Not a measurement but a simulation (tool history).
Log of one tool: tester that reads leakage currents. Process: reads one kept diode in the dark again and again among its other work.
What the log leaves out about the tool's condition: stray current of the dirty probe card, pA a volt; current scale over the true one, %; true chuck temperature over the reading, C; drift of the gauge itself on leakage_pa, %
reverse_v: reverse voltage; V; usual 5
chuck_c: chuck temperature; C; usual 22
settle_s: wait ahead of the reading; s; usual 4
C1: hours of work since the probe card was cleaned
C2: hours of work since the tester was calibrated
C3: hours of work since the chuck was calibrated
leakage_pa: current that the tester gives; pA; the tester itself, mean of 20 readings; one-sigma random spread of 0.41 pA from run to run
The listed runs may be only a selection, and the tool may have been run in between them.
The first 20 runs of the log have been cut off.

run 21 hour=475.6 | reverse_v=5 chuck_c=45 settle_s=4 | C1=491 C2=593 C3=119 | leakage_pa=745.45
run 22 hour=499 | reverse_v=1.86 chuck_c=27 settle_s=0.65 | C1=507 C2=608 C3=135 | leakage_pa=125.44
run 23 hour=514 | reverse_v=1.86 chuck_c=26 settle_s=0.65 | C1=517 C2=618 C3=145 | leakage_pa=117.21
run 24 hour=542.3 | reverse_v=9.05 chuck_c=47 settle_s=2.13 | C1=536 C2=637 C3=164 | leakage_pa=1144.27
run 25 hour=559.6 | reverse_v=9.05 chuck_c=47 settle_s=2.13 | C1=547 C2=648 C3=175 | leakage_pa=1140.77
run 26 hour=589 | reverse_v=1.32 chuck_c=42 settle_s=2.53 | C1=567 C2=668 C3=195 | leakage_pa=315.34
run 27 hour=617.5 | reverse_v=1.09 chuck_c=25 settle_s=2.53 | C1=586 C2=687 C3=214 | leakage_pa=82.58
run 28 hour=649.9 | reverse_v=3.59 chuck_c=22 settle_s=3.54 | C1=607 C2=709 C3=235 | leakage_pa=117.39
run 29 hour=681 | reverse_v=3.59 chuck_c=22 settle_s=3.54 | C1=628 C2=729 C3=256 | leakage_pa=116.46
run 30 hour=707.7 | reverse_v=2.26 chuck_c=25 settle_s=6.35 | C1=646 C2=747 C3=274 | leakage_pa=116.35
run 31 hour=740.4 | reverse_v=1.91 chuck_c=26 settle_s=0.47 | C1=668 C2=769 C3=296 | leakage_pa=117.16
run 32 hour=759.7 | reverse_v=5 chuck_c=23 settle_s=1.22 | C1=681 C2=782 C3=309 | leakage_pa=149.72
run 33 hour=774.5 | reverse_v=5.75 chuck_c=24 settle_s=1.01 | C1=690 C2=792 C3=318 | leakage_pa=173.31
run 34 hour=793.3 | reverse_v=5.75 chuck_c=24 settle_s=7.16 | C1=703 C2=804 C3=331 | leakage_pa=171.12
run 35 hour=824.8 | reverse_v=5.75 chuck_c=24 settle_s=7.16 | C1=724 C2=825 C3=352 | leakage_pa=171.02
run 36 hour=847.3 | reverse_v=7.46 chuck_c=22 settle_s=4 | C1=739 C2=840 C3=367 | leakage_pa=167.36
run 37 hour=878.2 | reverse_v=7.46 chuck_c=22 settle_s=4 | C1=760 C2=861 C3=388 | leakage_pa=166.27
run 38 hour=900.5 | reverse_v=12.92 chuck_c=28 settle_s=3.64 | C1=774 C2=876 C3=402 | leakage_pa=348.53
run 39 hour=933.9 | reverse_v=2.89 chuck_c=37 settle_s=0.62 | C1=797 C2=898 C3=425 | leakage_pa=320.16
run 40 hour=961.2 | reverse_v=2.89 chuck_c=37 settle_s=0.62 | C1=815 C2=916 C3=443 | leakage_pa=321.56
run 41 hour=983.1 | reverse_v=2.25 chuck_c=33 settle_s=4 | C1=829 C2=931 C3=457 | leakage_pa=210.53

Here are 3 independent what-if runs from the current tool condition. What would each one return?
run A hour=1017.2 | reverse_v=9.37 chuck_c=22 settle_s=4 | C1=852 C2=953 C3=480 | leakage_pa=?
run B hour=1017.2 | reverse_v=8.07 chuck_c=33 settle_s=4 | C1=852 C2=953 C3=480 | leakage_pa=?
run C hour=1017.2 | reverse_v=1.5 chuck_c=59 settle_s=1.95 | C1=852 C2=953 C3=480 | leakage_pa=?

run=A leakage_pa=186.23
run=B leakage_pa=400.39
run=C leakage_pa=1011.33
What these runs would have given with no unlogged condition in the tool:
run=A leakage_pa=183.99
run=B leakage_pa=400.8
run=C leakage_pa=1019.58

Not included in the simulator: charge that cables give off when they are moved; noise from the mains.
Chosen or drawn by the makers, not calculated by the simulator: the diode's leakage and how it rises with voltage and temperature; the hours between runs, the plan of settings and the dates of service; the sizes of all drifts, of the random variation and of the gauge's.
